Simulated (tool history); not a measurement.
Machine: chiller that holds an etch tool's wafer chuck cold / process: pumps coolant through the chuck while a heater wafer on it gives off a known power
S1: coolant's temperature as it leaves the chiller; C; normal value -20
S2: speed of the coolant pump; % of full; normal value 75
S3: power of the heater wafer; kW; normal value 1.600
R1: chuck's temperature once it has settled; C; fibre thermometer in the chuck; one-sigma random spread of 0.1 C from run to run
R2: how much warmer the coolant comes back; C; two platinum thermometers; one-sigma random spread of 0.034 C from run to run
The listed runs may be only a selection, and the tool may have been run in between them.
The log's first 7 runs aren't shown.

run,day,S1,S2,S3,R1,R2
8,29.117,-28,75,1.600,-17.2,5.21
9,32.779,-20,84,1.600,-10.3,4.60
10,34.833,-20,75,1.600,-9.2,5.21
11,38.342,-20,75,0.967,-13.2,3.15
12,42.342,-20,75,0.967,-13.6,3.10
13,46.492,-20,75,1.333,-11.0,4.34
14,49.542,-20,75,1.600,-9.3,5.21
15,53.346,-20,75,1.600,-9.2,5.20
16,57.867,-20,75,1.600,-9.3,5.13
17,61.100,-20,75,1.600,-9.1,5.14
18,65.371,-20,75,1.600,-9.2,5.18
19,68.246,-20,75,1.600,-9.2,5.15
20,70.192,-20,75,1.600,-9.3,5.19
21,74.138,-27,75,2.398,-11.2,7.79

Estimate the outcome of run 22 from the log above:
22,78.900,-27,75,2.398,?,?

R1: -10.8 C
R2: 7.78 C
Were there no unlogged condition in the tool, this run, its random variation unchanged, would have produced R1 -10.9 C, R2 7.77 C.
